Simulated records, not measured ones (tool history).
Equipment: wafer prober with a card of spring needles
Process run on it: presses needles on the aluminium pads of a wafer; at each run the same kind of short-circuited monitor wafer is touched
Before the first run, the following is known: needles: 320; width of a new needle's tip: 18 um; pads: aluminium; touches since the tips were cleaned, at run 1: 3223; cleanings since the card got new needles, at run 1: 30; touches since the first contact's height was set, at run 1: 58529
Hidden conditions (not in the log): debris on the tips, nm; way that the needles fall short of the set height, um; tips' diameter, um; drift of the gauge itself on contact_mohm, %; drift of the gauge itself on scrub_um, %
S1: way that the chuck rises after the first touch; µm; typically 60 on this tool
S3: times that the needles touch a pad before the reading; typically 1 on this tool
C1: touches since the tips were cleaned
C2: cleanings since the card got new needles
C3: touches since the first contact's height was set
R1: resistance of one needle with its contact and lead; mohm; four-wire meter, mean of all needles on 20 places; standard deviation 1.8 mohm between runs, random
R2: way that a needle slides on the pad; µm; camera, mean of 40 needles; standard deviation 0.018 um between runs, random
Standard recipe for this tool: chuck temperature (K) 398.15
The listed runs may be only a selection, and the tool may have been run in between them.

run 1 hour=0.0 | S1=60 chuck_temperature_(K)=398.15 S3=1 | C1=3223 C2=30 C3=58529 | R1=334 R2=9.72
-- hour=3.2 tips cleaned on abrasive film
run 2 hour=10.8 | S1=60 chuck_temperature_(K)=398.15 S3=1 | C1=2681 C2=31 C3=62301 | R1=330 R2=9.67
-- hour=15.9 tips cleaned on abrasive film
-- hour=27.7 tips cleaned on abrasive film
run 3 hour=30.9 | S1=60 chuck_temperature_(K)=398.15 S3=1 | C1=1125 C2=33 C3=69295 | R1=281 R2=9.66
-- hour=39.8 tips cleaned on abrasive film
run 4 hour=39.9 | S1=60 chuck_temperature_(K)=398.15 S3=1 | C1=30 C2=34 C3=72416 | R1=209 R2=9.66
-- hour=52.5 tips cleaned on abrasive film
run 5 hour=57.0 | S1=60 chuck_temperature_(K)=398.15 S3=1 | C1=1566 C2=35 C3=78405 | R1=302 R2=9.65
-- hour=64.7 tips cleaned on abrasive film
run 6 hour=66.1 | S1=60 chuck_temperature_(K)=398.15 S3=1 | C1=499 C2=36 C3=81583 | R1=249 R2=9.58
-- hour=77.1 tips cleaned on abrasive film
-- hour=84.3 height of the first contact set anew
run 7 hour=85.1 | S1=60 chuck_temperature_(K)=398.15 S3=1 | C1=2715 C2=37 C3=275 | R1=326 R2=9.92
-- hour=89.0 tips cleaned on abrasive film
run 8 hour=98.9 | S1=60 chuck_temperature_(K)=398.15 S3=1 | C1=3474 C2=38 C3=5092 | R1=346 R2=9.93
-- hour=101.4 tips cleaned on abrasive film
-- hour=113.2 tips cleaned on abrasive film
run 9 hour=117.8 | S1=49 chuck_temperature_(K)=398.15 S3=1 | C1=1596 C2=40 C3=11680 | R1=351 R2=8.05
-- hour=126.1 tips cleaned on abrasive film
run 10 hour=131.9 | S1=49 chuck_temperature_(K)=398.15 S3=1 | C1=2050 C2=41 C3=16613 | R1=374 R2=8.03
-- hour=138.7 tips cleaned on abrasive film
run 11 hour=144.1 | S1=49 chuck_temperature_(K)=398.15 S3=1 | C1=1891 C2=42 C3=20859 | R1=356 R2=8.00
-- hour=151.3 tips cleaned on abrasive film
run 12 hour=159.7 | S1=49 chuck_temperature_(K)=398.15 S3=1 | C1=2963 C2=43 C3=26322 | R1=405 R2=7.99
-- hour=163.3 tips cleaned on abrasive film
-- hour=175.2 tips cleaned on abrasive film
run 13 hour=175.2 | S1=60 chuck_temperature_(K)=398.15 S3=2 | C1=0 C2=45 C3=31705 | R1=200 R2=9.80
run 14 hour=185.8 | S1=60 chuck_temperature_(K)=398.15 S3=2 | C1=3746 C2=45 C3=35451 | R1=282 R2=9.78
-- hour=187.5 tips cleaned on abrasive film
run 15 hour=195.5 | S1=60 chuck_temperature_(K)=326.15 S3=1 | C1=2813 C2=46 C3=38817 | R1=335 R2=9.76
-- hour=199.9 tips cleaned on abrasive film
run 16 hour=211.0 | S1=60 chuck_temperature_(K)=326.15 S3=1 | C1=3886 C2=47 C3=44228 | R1=354 R2=9.71
-- hour=212.6 tips cleaned on abrasive film
run 17 hour=223.3 | S1=60 chuck_temperature_(K)=315.15 S3=1 | C1=3779 C2=48 C3=48549 | R1=347 R2=9.71
-- hour=224.8 tips cleaned on abrasive film
-- hour=237.6 tips cleaned on abrasive film
run 18 hour=242.5 | S1=75 chuck_temperature_(K)=398.15 S3=1 | C1=1744 C2=50 C3=55231 | R1=266 R2=12.17
-- hour=249.6 tips cleaned on abrasive film
run 19 hour=252.9 | S1=70 chuck_temperature_(K)=395.15 S3=1 | C1=1163 C2=51 C3=58853 | R1=262 R2=11.33
-- hour=261.9 tips cleaned on abrasive film
run 20 hour=272.7 | S1=70 chuck_temperature_(K)=395.15 S3=1 | C1=3784 C2=52 C3=65774 | R1=319 R2=11.32
-- hour=274.0 tips cleaned on abrasive film
-- hour=285.7 tips cleaned on abrasive film
run 21 hour=290.9 | S1=70 chuck_temperature_(K)=395.15 S3=2 | C1=1826 C2=54 C3=72104 | R1=244 R2=11.26
-- hour=297.3 tips cleaned on abrasive film
-- hour=309.1 tips cleaned on abrasive film
run 22 hour=311.2 | S1=47 chuck_temperature_(K)=324.15 S3=2 | C1=764 C2=56 C3=79201 | R1=259 R2=7.42
-- hour=320.7 tips cleaned on abrasive film
run 23 hour=330.8 | S1=47 chuck_temperature_(K)=324.15 S3=2 | C1=3566 C2=57 C3=86063 | R1=360 R2=7.38
-- hour=332.3 tips cleaned on abrasive film
-- hour=335.4 height of the first contact set anew
-- hour=344.8 tips cleaned on abrasive film
run 24 hour=350.3 | S1=70 chuck_temperature_(K)=364.15 S3=1 | C1=1946 C2=59 C3=5213 | R1=278 R2=11.57
-- hour=356.6 tips cleaned on abrasive film
run 25 hour=367.0 | S1=52 chuck_temperature_(K)=398.15 S3=1 | C1=3640 C2=60 C3=11056 | R1=398 R2=8.55
-- hour=368.4 tips cleaned on abrasive film
run 26 hour=376.6 | S1=68 chuck_temperature_(K)=314.15 S3=3 | C1=2879 C2=61 C3=14408 | R1=220 R2=11.22
-- hour=381.2 tips cleaned on abrasive film
run 27 hour=391.2 | S1=68 chuck_temperature_(K)=314.15 S3=3 | C1=3526 C2=62 C3=19509 | R1=226 R2=11.17
-- hour=393.2 tips cleaned on abrasive film
run 28 hour=401.6 | S1=70 chuck_temperature_(K)=314.15 S3=2 | C1=2968 C2=63 C3=23145 | R1=254 R2=11.50
-- hour=404.9 tips cleaned on abrasive film
-- hour=416.9 tips cleaned on abrasive film
run 29 hour=421.0 | S1=48 chuck_temperature_(K)=299.15 S3=1 | C1=1438 C2=65 C3=29887 | R1=354 R2=7.81
-- hour=428.7 tips cleaned on abrasive film
run 30 hour=429.8 | S1=48 chuck_temperature_(K)=299.15 S3=1 | C1=397 C2=66 C3=32954 | R1=263 R2=7.79
-- hour=440.5 tips cleaned on abrasive film
run 31 hour=447.6 | S1=74 chuck_temperature_(K)=310.15 S3=1 | C1=2511 C2=67 C3=39198 | R1=286 R2=12.11

5 ways to go on from here, each from the tool as it stands after run 31. What would each give?
-- hour=452.7 tips cleaned on abrasive film
run A hour=456.6 | S1=60 chuck_temperature_(K)=306.15 S3=1 | C1=1375 C2=68 C3=42324 | R1=? R2=?
-- hour=452.7 tips cleaned on abrasive film
run B hour=456.6 | S1=45 chuck_temperature_(K)=341.15 S3=2 | C1=1375 C2=68 C3=42324 | R1=? R2=?
-- hour=452.7 tips cleaned on abrasive film
run C hour=456.6 | S1=48 chuck_temperature_(K)=394.15 S3=2 | C1=1375 C2=68 C3=42324 | R1=? R2=?
-- hour=452.7 tips cleaned on abrasive film
run D hour=456.6 | S1=48 chuck_temperature_(K)=395.15 S3=1 | C1=1375 C2=68 C3=42324 | R1=? R2=?
-- hour=452.7 tips cleaned on abrasive film
run E hour=456.6 | S1=41 chuck_temperature_(K)=310.15 S3=2 | C1=1375 C2=68 C3=42324 | R1=? R2=?

run=A R1=306 R2=9.72
run=B R1=316 R2=7.27
run=C R1=298 R2=7.77
run=D R1=368 R2=7.74
run=E R1=342 R2=6.60
Without the tool's hidden state the same runs would have given:
run=A R1=174 R2=9.90
run=B R1=186 R2=7.45
run=C R1=194 R2=7.95
run=D R1=195 R2=7.92
run=E R1=181 R2=6.78
